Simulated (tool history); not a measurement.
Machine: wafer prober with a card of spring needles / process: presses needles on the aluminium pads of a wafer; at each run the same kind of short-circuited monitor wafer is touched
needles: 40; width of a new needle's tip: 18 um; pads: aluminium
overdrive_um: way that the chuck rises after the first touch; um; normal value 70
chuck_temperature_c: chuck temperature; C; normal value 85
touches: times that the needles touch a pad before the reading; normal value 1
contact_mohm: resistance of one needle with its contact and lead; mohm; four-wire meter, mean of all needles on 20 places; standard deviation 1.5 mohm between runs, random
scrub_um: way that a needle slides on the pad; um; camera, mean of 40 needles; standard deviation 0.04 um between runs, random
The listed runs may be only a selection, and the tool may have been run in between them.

run,hour,overdrive_um,chuck_temperature_c,touches,contact_mohm,scrub_um
1,0,70,85,1,147,10.3
# hour 17.7: tips cleaned on abrasive film
# hour 30.1: height of the first contact set anew
# hour 33.7: tips cleaned on abrasive film
# hour 49: tips cleaned on abrasive film
2,52.7,83,85,1,166,12.58
# hour 63.4: tips cleaned on abrasive film
# hour 80.3: tips cleaned on abrasive film
3,83.5,83,85,1,161,12.59
# hour 96.6: tips cleaned on abrasive film
4,109.5,70,26,1,202,10.61
# hour 111.8: tips cleaned on abrasive film
# hour 128.6: tips cleaned on abrasive film
# hour 145.2: tips cleaned on abrasive film
5,157.7,70,26,1,208,10.5
# hour 160.3: tips cleaned on abrasive film
# hour 177.3: tips cleaned on abrasive film
# hour 194.9: tips cleaned on abrasive film
6,199.2,70,26,1,161,10.49
# hour 212.2: tips cleaned on abrasive film
# hour 228.4: tips cleaned on abrasive film
7,236.3,59,85,1,209,8.81
# hour 243.6: tips cleaned on abrasive film
# hour 259.8: tips cleaned on abrasive film
8,259.8,59,85,1,147,8.79
# hour 274.3: tips cleaned on abrasive film
9,281.8,63,85,3,162,9.38
# hour 291.7: tips cleaned on abrasive film
# hour 308.1: tips cleaned on abrasive film
# hour 324.8: tips cleaned on abrasive film
10,330.9,51,29,1,225,7.65
# hour 341.8: tips cleaned on abrasive film
# hour 358.6: tips cleaned on abrasive film
11,359.5,51,76,1,167,7.56
# hour 376.4: tips cleaned on abrasive film
12,383.5,74,44,2,157,10.93
# hour 393.4: tips cleaned on abrasive film
# hour 409.8: tips cleaned on abrasive film
13,411.6,63,80,2,153,9.3
# hour 425.7: tips cleaned on abrasive film
# hour 441.4: tips cleaned on abrasive film
14,455.2,66,31,1,225,9.71
# hour 458: tips cleaned on abrasive film
# hour 475.4: tips cleaned on abrasive film
# hour 492.9: tips cleaned on abrasive film
# hour 507.3: tips cleaned on abrasive film
15,507.4,68,54,2,139,9.96

Below, each run's measurement less what the same run would have read without the hidden state. Both values contain the same run-to-run variation, but the gauge's scatter may not be the same in both:
The hidden state here: debris on the tips, nm; way that the needles fall short of the set height, um; tips' diameter, um; drift of the gauge itself on contact_mohm, %; drift of the gauge itself on scrub_um, %.
run,contact_mohm,scrub_um
1,+9,-0.35
2,+27,-0.03
3,+25,-0.05
4,+73,-0.06
5,+79,-0.1
6,+33,-0.14
7,+72,-0.16
8,+8,-0.18
9,+24,-0.2
10,+92,-0.23
11,+29,-0.26
12,+28,-0.28
13,+16,-0.3
14,+95,-0.33
15,+4,-0.37
